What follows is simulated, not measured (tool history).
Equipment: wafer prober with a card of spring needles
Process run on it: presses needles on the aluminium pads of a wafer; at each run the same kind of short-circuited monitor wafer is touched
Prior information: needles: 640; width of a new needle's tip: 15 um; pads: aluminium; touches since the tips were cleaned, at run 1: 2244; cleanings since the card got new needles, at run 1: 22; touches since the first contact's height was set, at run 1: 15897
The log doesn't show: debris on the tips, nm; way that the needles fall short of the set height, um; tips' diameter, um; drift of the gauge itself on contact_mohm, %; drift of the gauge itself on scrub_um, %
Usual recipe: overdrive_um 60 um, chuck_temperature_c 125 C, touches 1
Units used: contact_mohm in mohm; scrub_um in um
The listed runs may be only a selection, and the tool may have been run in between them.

run	day	overdrive_um	chuck_temperature_c	touches	touches since the tips were cleaned	cleanings since the card got new needles	touches since the first contact's height was set	contact_mohm	scrub_um
1	0.000	60	125	1	2244	22	15897	182	7.96
2	0.654	60	125	1	4871	22	18524	192	7.96
# day 0.733: tips cleaned on abrasive film
3	1.333	60	125	1	2401	23	21229	178	7.99
4	1.908	60	125	1	4709	23	23537	190	7.97
# day 1.975: tips cleaned on abrasive film
5	2.638	60	125	2	2655	24	26449	169	7.95
# day 3.233: tips cleaned on abrasive film
6	3.600	60	125	1	1474	25	30294	172	7.96
# day 4.475: tips cleaned on abrasive film
7	4.475	60	66	1	0	26	33797	146	7.91
8	4.888	60	66	1	1644	26	35441	168	7.96
# day 5.729: tips cleaned on abrasive film
9	5.783	60	38	1	229	27	39031	145	7.92
10	6.338	60	38	1	2450	27	41252	171	7.98
# day 6.975: tips cleaned on abrasive film
11	7.158	60	125	1	735	28	44526	166	7.94
12	7.808	60	125	1	3353	28	47144	184	7.96
# day 8.238: tips cleaned on abrasive film
13	8.404	60	125	1	657	29	49504	165	7.93
14	9.371	60	125	1	4548	29	53395	190	7.93
# day 9.525: tips cleaned on abrasive film
15	9.933	60	125	1	1635	30	55627	174	7.94
16	10.717	60	125	3	4789	30	58781	164	7.90
# day 10.850: tips cleaned on abrasive film
17	11.658	60	125	3	3248	31	62545	161	7.92
# day 12.154: tips cleaned on abrasive film
18	12.575	52	125	2	1690	32	66203	170	6.83
19	13.267	46	125	3	4463	32	68976	175	6.05
# day 13.404: tips cleaned on abrasive film
20	14.008	45	118	3	2422	33	71930	169	5.93
# day 14.650: tips cleaned on abrasive film
21	14.650	45	118	3	0	34	74498	153	5.91
22	15.317	60	41	1	2683	34	77181	173	7.89
# day 15.921: tips cleaned on abrasive film
23	16.075	42	81	2	614	35	80195	165	5.49
24	16.696	77	125	2	3106	35	82687	162	10.14
# day 17.183: tips cleaned on abrasive film
25	17.212	77	125	2	110	36	84741	150	10.15
26	18.100	56	36	1	3679	36	88310	187	7.38
# day 18.462: tips cleaned on abrasive film
27	18.746	48	53	1	1138	37	90893	172	6.29
28	19.650	41	43	1	4755	37	94510	231	5.36
# day 19.771: tips cleaned on abrasive film
29	20.150	52	31	1	1517	38	96499	172	6.81
# day 21.021: tips cleaned on abrasive film
30	21.021	80	73	2	0	39	99985	141	10.53
31	21.779	80	73	2	3038	39	103023	153	10.56
32	22.225	48	53	2	4834	39	104819	183	6.29
# day 22.308: tips cleaned on abrasive film
# day 22.321: height of the first contact set anew
33	22.858	49	52	3	2142	40	2142	157	6.56
34	23.338	49	88	1	4077	40	4077	203	6.56

Measured result minus the same run's result without the hidden state. Both carry the same run-to-run variation, though not necessarily the same gauge scatter:
run	contact_mohm	scrub_um
1	+31	-0.02
2	+42	-0.03
3	+32	-0.03
4	+41	-0.03
5	+19	-0.04
6	+24	-0.04
7	+5	-0.05
8	+28	-0.05
9	+9	-0.06
10	+36	-0.06
11	+16	-0.07
12	+37	-0.07
13	+15	-0.07
14	+41	-0.07
15	+24	-0.07
16	+15	-0.07
17	+13	-0.08
18	+19	-0.09
19	+23	-0.10
20	+18	-0.09
21	+3	-0.10
22	+37	-0.10
23	+16	-0.11
24	+15	-0.11
25	+3	-0.11
26	+51	-0.11
27	+33	-0.12
28	+90	-0.12
29	+36	-0.12
30	+2	-0.13
31	+15	-0.13
32	+41	-0.13
33	+17	+0.00
34	+58	+0.00
